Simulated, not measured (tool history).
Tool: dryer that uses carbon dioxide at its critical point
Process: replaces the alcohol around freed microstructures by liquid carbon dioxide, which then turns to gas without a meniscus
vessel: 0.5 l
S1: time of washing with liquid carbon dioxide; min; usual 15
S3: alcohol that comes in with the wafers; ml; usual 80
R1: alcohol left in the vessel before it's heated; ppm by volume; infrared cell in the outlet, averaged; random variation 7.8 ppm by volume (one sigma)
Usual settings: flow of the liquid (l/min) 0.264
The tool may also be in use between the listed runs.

Run 1, day 0.000: usual settings. Result: R1 734 ppm by volume.
Run 2, day 0.638: usual settings. Result: R1 781 ppm by volume.
Run 3, day 1.254: usual settings. Result: R1 796 ppm by volume.
Run 4, day 1.758: usual settings. Result: R1 846 ppm by volume.
Run 5, day 2.546: usual settings. Result: R1 888 ppm by volume.
Run 6, day 3.200: usual settings. Result: R1 926 ppm by volume.
At day 4.075: inlet filter changed.
Run 7, day 4.138: usual settings but S3 77 ml. Result: R1 457 ppm by volume.
Run 8, day 5.154: usual settings but S3 77 ml. Result: R1 490 ppm by volume.
Run 9, day 6.004: usual settings but S3 77 ml. Result: R1 515 ppm by volume.
Run 10, day 6.704: usual settings but S3 77 ml. Result: R1 554 ppm by volume.
Run 11, day 7.721: usual settings but S3 77 ml. Result: R1 576 ppm by volume.
Run 12, day 8.483: usual settings but S3 77 ml. Result: R1 598 ppm by volume.
Run 13, day 9.421: usual settings but S3 77 ml. Result: R1 645 ppm by volume.
Run 14, day 10.383: usual settings but S1 9 min. Result: R1 5635 ppm by volume.
Run 15, day 11.138: usual settings but S1 9 min. Result: R1 5874 ppm by volume.
Run 16, day 11.875: usual settings but S1 9 min. Result: R1 6101 ppm by volume.
Run 17, day 13.025: usual settings but S1 9 min. Result: R1 6355 ppm by volume.
Run 18, day 14.050: usual settings. Result: R1 842 ppm by volume.
Run 19, day 14.721: usual settings. Result: R1 903 ppm by volume.
Run 20, day 15.862: usual settings. Result: R1 949 ppm by volume.
Run 21, day 16.621: usual settings but S3 49 ml. Result: R1 668 ppm by volume.
At day 17.004: inlet filter changed.
Run 22, day 17.283: usual settings but S3 49 ml. Result: R1 355 ppm by volume.
Run 23, day 18.233: usual settings but S3 102 ml. Result: R1 654 ppm by volume.
Run 24, day 18.929: usual settings but S1 14 min, flow of the liquid (l/min) 0.214, S3 78 ml. Result: R1 2065 ppm by volume.
Run 25, day 19.404: usual settings but S1 14 min, flow of the liquid (l/min) 0.214, S3 78 ml. Result: R1 2128 ppm by volume.
Run 26, day 19.875: usual settings but S1 23 min, flow of the liquid (l/min) 0.206, S3 78 ml. Result: R1 300 ppm by volume.
At day 20.458: purifier's bed changed.
Run 27, day 20.562: usual settings but S1 23 min, flow of the liquid (l/min) 0.206, S3 78 ml. Result: R1 181 ppm by volume.
Run 28, day 21.317: usual settings but S1 23 min, flow of the liquid (l/min) 0.206, S3 78 ml. Result: R1 209 ppm by volume.
Run 29, day 22.000: usual settings but S1 23 min, flow of the liquid (l/min) 0.206, S3 78 ml. Result: R1 203 ppm by volume.
Run 30, day 22.979: usual settings but flow of the liquid (l/min) 0.177, S3 45 ml. Result: R1 2320 ppm by volume.
Run 31, day 23.812: usual settings but flow of the liquid (l/min) 0.177, S3 45 ml. Result: R1 2461 ppm by volume.

Run 32 comes next. What will it give?
Run 32, day 24.854: usual settings but S1 16 min, flow of the liquid (l/min) 0.213. Result: R1 ?.

R1: 1593 ppm by volume
Without the tool's hidden state the same run would have given R1 1020 ppm by volume.
